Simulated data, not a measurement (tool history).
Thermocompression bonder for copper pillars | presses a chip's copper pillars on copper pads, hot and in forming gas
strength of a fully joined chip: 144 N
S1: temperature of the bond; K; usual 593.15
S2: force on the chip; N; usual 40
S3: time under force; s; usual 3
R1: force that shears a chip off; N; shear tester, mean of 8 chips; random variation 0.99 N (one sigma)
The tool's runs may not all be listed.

| run | hour | S1 | S2 | S3 | R1 |
|---|---|---|---|---|---|
| 1 | 0.0 | 593.15 | 40 | 3 | 91.8 |
| 2 | 37.3 | 593.15 | 25 | 3 | 59.2 |
| 3 | 75.0 | 593.15 | 35 | 3 | 82.3 |
| 4 | 114.6 | 593.15 | 40 | 3 | 88.8 |
| 5 | 154.1 | 593.15 | 34 | 3 | 78.4 |
| 6 | 193.9 | 593.15 | 34 | 3 | 78.0 |
| 7 | 225.8 | 593.15 | 34 | 3 | 75.4 |
| 8 | 268.8 | 593.15 | 40 | 3 | 85.9 |
| 9 | 306.0 | 593.15 | 56 | 3 | 104.3 |
|  | 343.3 | heater calibrated with a thermocouple chip |
| 10 | 343.3 | 593.15 | 56 | 2 | 94.8 |
| 11 | 376.5 | 593.15 | 56 | 2 | 93.6 |
|  | 397.3 | forming gas filter changed |
| 12 | 397.7 | 593.15 | 56 | 2 | 104.5 |
| 13 | 436.4 | 593.15 | 40 | 2 | 80.2 |
| 14 | 458.0 | 593.15 | 40 | 2 | 79.0 |
| 15 | 496.9 | 593.15 | 40 | 2 | 78.7 |
| 16 | 523.7 | 593.15 | 40 | 2 | 78.5 |
| 17 | 549.6 | 593.15 | 40 | 2 | 78.0 |
| 18 | 581.5 | 593.15 | 40 | 2 | 76.5 |
| 19 | 604.5 | 593.15 | 40 | 2 | 76.5 |
| 20 | 639.0 | 603.15 | 43 | 7 | 115.8 |
| 21 | 675.1 | 619.15 | 34 | 3 | 93.9 |
| 22 | 711.9 | 619.15 | 34 | 3 | 93.1 |
| 23 | 739.7 | 619.15 | 41 | 3 | 102.9 |
| 24 | 757.6 | 619.15 | 41 | 3 | 103.2 |
| 25 | 790.5 | 619.15 | 41 | 3 | 102.1 |
|  | 792.8 | forming gas filter changed |
| 26 | 822.6 | 590.15 | 37 | 4 | 90.5 |
| 27 | 862.3 | 579.15 | 37 | 2 | 63.7 |
| 28 | 889.8 | 579.15 | 25 | 8 | 73.0 |
| 29 | 911.1 | 579.15 | 25 | 8 | 71.6 |
|  | 944.2 | force cell calibrated |
| 30 | 954.4 | 581.15 | 34 | 3 | 64.5 |
| 31 | 994.8 | 594.15 | 34 | 8 | 97.8 |
| 32 | 1018.9 | 594.15 | 34 | 8 | 95.8 |
| 33 | 1056.6 | 594.15 | 34 | 8 | 97.6 |
| 34 | 1092.5 | 594.15 | 34 | 8 | 93.7 |
| 35 | 1119.9 | 606.15 | 42 | 6 | 109.1 |
| 36 | 1140.3 | 612.15 | 50 | 2 | 100.8 |
| 37 | 1178.4 | 563.15 | 58 | 3 | 79.1 |
|  | 1190.6 | forming gas filter changed |
| 38 | 1204.4 | 563.15 | 58 | 3 | 89.0 |

5 ways to go on from here, each from the tool as it stands after run 38. What would each give?
| A | 1230.3 | 600.15 | 31 | 2 | ? |
| B | 1230.3 | 563.15 | 26 | 3 | ? |
| C | 1230.3 | 570.15 | 48 | 6 | ? |
| D | 1230.3 | 563.15 | 58 | 2 | ? |
| E | 1230.3 | 593.15 | 39 | 3 | ? |

| run | R1 |
|---|---|
| A | 62.1 |
| B | 39.3 |
| C | 99.9 |
| D | 77.0 |
| E | 86.5 |
Without the tool's hidden state the same runs would have given:
| run | R1 |
|---|---|
| A | 59.9 |
| B | 37.4 |
| C | 97.4 |
| D | 74.3 |
| E | 84.0 |

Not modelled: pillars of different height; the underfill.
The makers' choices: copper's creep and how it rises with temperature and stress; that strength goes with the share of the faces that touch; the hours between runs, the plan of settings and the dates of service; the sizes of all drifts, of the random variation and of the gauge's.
